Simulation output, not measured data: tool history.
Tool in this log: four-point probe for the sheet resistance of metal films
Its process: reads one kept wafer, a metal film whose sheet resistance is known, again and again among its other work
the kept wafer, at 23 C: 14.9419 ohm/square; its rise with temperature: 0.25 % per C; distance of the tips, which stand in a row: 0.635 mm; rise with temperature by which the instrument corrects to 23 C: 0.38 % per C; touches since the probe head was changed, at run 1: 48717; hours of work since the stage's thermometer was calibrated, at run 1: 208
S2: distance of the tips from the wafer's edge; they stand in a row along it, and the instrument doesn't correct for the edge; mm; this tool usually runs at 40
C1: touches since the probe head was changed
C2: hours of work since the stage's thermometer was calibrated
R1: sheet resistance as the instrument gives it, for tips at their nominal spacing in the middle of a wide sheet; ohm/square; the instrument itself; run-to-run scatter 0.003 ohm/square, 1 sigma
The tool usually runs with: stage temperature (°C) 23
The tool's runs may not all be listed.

Run 1, hour 0.0: usual settings; C1 48717; C2 208. Result: R1 14.884792 ohm/square.
Run 2, hour 14.2: usual settings; C1 49543; C2 219. Result: R1 14.884357 ohm/square.
Run 3, hour 25.0: usual settings but S2 4 mm; C1 50173; C2 227. Result: R1 15.085355 ohm/square.
Run 4, hour 36.3: usual settings but S2 4 mm; C1 50833; C2 236. Result: R1 15.080943 ohm/square.
Run 5, hour 49.3: usual settings but S2 13 mm; C1 51593; C2 246. Result: R1 14.900647 ohm/square.
Run 6, hour 64.6: usual settings but S2 41 mm; C1 52485; C2 258. Result: R1 14.887289 ohm/square.
Run 7, hour 73.7: usual settings but S2 41 mm; C1 53017; C2 265. Result: R1 14.884180 ohm/square.
Run 8, hour 88.2: usual settings but stage temperature (°C) 19; C1 53862; C2 276. Result: R1 14.956618 ohm/square.
Run 9, hour 100.8: usual settings but stage temperature (°C) 19; C1 54603; C2 286. Result: R1 14.956134 ohm/square.
Run 10, hour 107.9: usual settings but stage temperature (°C) 19; C1 55017; C2 292. Result: R1 14.949359 ohm/square.
Run 11, hour 122.5: usual settings but S2 4 mm; C1 55867; C2 303. Result: R1 15.075326 ohm/square.
Run 12, hour 130.8: usual settings but stage temperature (°C) 20, S2 10 mm; C1 56350; C2 310. Result: R1 14.968005 ohm/square.
Run 13, hour 140.1: usual settings but stage temperature (°C) 19, S2 8 mm; C1 56893; C2 317. Result: R1 14.999518 ohm/square.
Run 14, hour 155.0: usual settings but stage temperature (°C) 19, S2 4 mm; C1 57764; C2 328. Result: R1 15.155134 ohm/square.
Run 15, hour 163.3: usual settings but S2 4 mm; C1 58247; C2 335. Result: R1 15.074269 ohm/square.
Run 16, hour 170.6: usual settings but stage temperature (°C) 27, S2 19 mm; C1 58673; C2 341. Result: R1 14.800512 ohm/square.
Run 17, hour 182.6: usual settings but stage temperature (°C) 22, S2 19 mm; C1 59377; C2 350. Result: R1 14.904181 ohm/square.
Run 18, hour 190.7: usual settings but stage temperature (°C) 28, S2 13 mm; C1 59845; C2 356. Result: R1 14.795156 ohm/square.

3 ways to go on from here, each from the tool as it stands after run 18. What would each give?
Run A, hour 200.8: usual settings but stage temperature (°C) 30, S2 4 mm; C1 60439; C2 364. Result: R1 ?.
Run B, hour 200.8: usual settings but stage temperature (°C) 27, S2 7 mm; C1 60439; C2 364. Result: R1 ?.
Run C, hour 200.8: usual settings but stage temperature (°C) 27, S2 10 mm; C1 60439; C2 364. Result: R1 ?.

run         R1
  A  14.937100
  B  14.858409
  C  14.830533
Had the tool no hidden state, the same runs would have come out as:
run         R1
  A  15.008648
  B  14.929653
  C  14.901655

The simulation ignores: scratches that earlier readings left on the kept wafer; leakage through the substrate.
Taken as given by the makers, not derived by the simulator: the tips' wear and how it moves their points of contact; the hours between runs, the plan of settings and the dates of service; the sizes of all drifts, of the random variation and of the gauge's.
